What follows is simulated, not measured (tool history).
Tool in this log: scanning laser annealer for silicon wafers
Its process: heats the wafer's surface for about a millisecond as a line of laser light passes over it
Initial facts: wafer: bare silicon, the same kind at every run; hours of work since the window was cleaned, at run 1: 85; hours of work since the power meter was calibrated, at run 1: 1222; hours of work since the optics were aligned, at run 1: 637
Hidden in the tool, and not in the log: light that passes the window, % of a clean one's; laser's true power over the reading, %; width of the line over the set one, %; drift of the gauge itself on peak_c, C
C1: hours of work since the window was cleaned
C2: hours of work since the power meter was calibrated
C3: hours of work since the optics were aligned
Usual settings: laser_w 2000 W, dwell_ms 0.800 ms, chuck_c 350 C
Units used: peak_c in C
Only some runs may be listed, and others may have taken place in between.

run 1 hour=0.0 | laser_w=2000 dwell_ms=0.800 chuck_c=350 | C1=85 C2=1222 C3=637 | peak_c=1109
run 2 hour=49.2 | laser_w=2000 dwell_ms=0.800 chuck_c=350 | C1=113 C2=1249 C3=665 | peak_c=1106
run 3 hour=99.9 | laser_w=2000 dwell_ms=0.800 chuck_c=350 | C1=142 C2=1278 C3=694 | peak_c=1108
run 4 hour=148.3 | laser_w=2000 dwell_ms=0.800 chuck_c=350 | C1=169 C2=1306 C3=721 | peak_c=1113
run 5 hour=192.1 | laser_w=2000 dwell_ms=0.800 chuck_c=350 | C1=194 C2=1330 C3=746 | peak_c=1110
run 6 hour=228.4 | laser_w=2000 dwell_ms=0.800 chuck_c=350 | C1=215 C2=1351 C3=767 | peak_c=1106
run 7 hour=288.9 | laser_w=2000 dwell_ms=0.800 chuck_c=350 | C1=249 C2=1385 C3=801 | peak_c=1112
run 8 hour=325.6 | laser_w=2000 dwell_ms=0.800 chuck_c=350 | C1=270 C2=1406 C3=822 | peak_c=1107
run 9 hour=353.1 | laser_w=2000 dwell_ms=0.800 chuck_c=350 | C1=285 C2=1422 C3=837 | peak_c=1109
run 10 hour=401.9 | laser_w=2000 dwell_ms=0.800 chuck_c=323 | C1=313 C2=1449 C3=865 | peak_c=1080
run 11 hour=434.2 | laser_w=2000 dwell_ms=0.800 chuck_c=323 | C1=331 C2=1468 C3=883 | peak_c=1083
run 12 hour=489.5 | laser_w=1739 dwell_ms=0.800 chuck_c=350 | C1=363 C2=1499 C3=915 | peak_c=1012
run 13 hour=542.7 | laser_w=1739 dwell_ms=0.800 chuck_c=350 | C1=393 C2=1529 C3=945 | peak_c=1008
run 14 hour=581.5 | laser_w=2000 dwell_ms=0.800 chuck_c=350 | C1=415 C2=1551 C3=967 | peak_c=1108
run 15 hour=642.2 | laser_w=1976 dwell_ms=0.686 chuck_c=320 | C1=449 C2=1585 C3=1001 | peak_c=1014
run 16 hour=671.6 | laser_w=2000 dwell_ms=0.754 chuck_c=327 | C1=466 C2=1602 C3=1018 | peak_c=1060
run 17 hour=701.9 | laser_w=1834 dwell_ms=0.815 chuck_c=350 | C1=483 C2=1619 C3=1035 | peak_c=1055
run 18 hour=750.1 | laser_w=2000 dwell_ms=0.675 chuck_c=350 | C1=510 C2=1647 C3=1062 | peak_c=1050
run 19 hour=776.7 | laser_w=2000 dwell_ms=0.675 chuck_c=350 | C1=525 C2=1662 C3=1077 | peak_c=1046
-- hour=791.3 optics aligned, line set to its width
run 20 hour=823.1 | laser_w=2000 dwell_ms=0.675 chuck_c=350 | C1=549 C2=1685 C3=18 | peak_c=1045
run 21 hour=865.2 | laser_w=1951 dwell_ms=0.800 chuck_c=388 | C1=573 C2=1709 C3=42 | peak_c=1129
run 22 hour=916.9 | laser_w=1951 dwell_ms=0.845 chuck_c=314 | C1=602 C2=1738 C3=71 | peak_c=1075
run 23 hour=952.4 | laser_w=2000 dwell_ms=0.921 chuck_c=350 | C1=622 C2=1758 C3=91 | peak_c=1163
run 24 hour=988.8 | laser_w=2162 dwell_ms=0.921 chuck_c=350 | C1=643 C2=1779 C3=112 | peak_c=1228
run 25 hour=1041.8 | laser_w=2162 dwell_ms=0.560 chuck_c=334 | C1=673 C2=1809 C3=142 | peak_c=1018
run 26 hour=1107.3 | laser_w=2162 dwell_ms=0.560 chuck_c=334 | C1=710 C2=1846 C3=179 | peak_c=1018
run 27 hour=1171.8 | laser_w=2162 dwell_ms=0.560 chuck_c=334 | C1=746 C2=1883 C3=216 | peak_c=1018

Each row is a separate what-if for the run after 27, all from the same tool condition, not one after another. Results?
run A hour=1231.5 | laser_w=2000 dwell_ms=0.800 chuck_c=368 | C1=780 C2=1917 C3=249 | peak_c=?
run B hour=1231.5 | laser_w=1782 dwell_ms=0.821 chuck_c=315 | C1=780 C2=1917 C3=249 | peak_c=?
run C hour=1231.5 | laser_w=2036 dwell_ms=0.560 chuck_c=334 | C1=780 C2=1917 C3=249 | peak_c=?
run D hour=1231.5 | laser_w=1786 dwell_ms=0.602 chuck_c=347 | C1=780 C2=1917 C3=249 | peak_c=?
run E hour=1231.5 | laser_w=2195 dwell_ms=0.800 chuck_c=350 | C1=780 C2=1917 C3=249 | peak_c=?

run=A peak_c=1126
run=B peak_c=999
run=C peak_c=979
run=D peak_c=936
run=E peak_c=1180
The same runs, with their run-to-run variation unchanged, on a tool lacking any hidden condition would have given:
run=A peak_c=1127
run=B peak_c=1000
run=C peak_c=980
run=D peak_c=936
run=E peak_c=1181
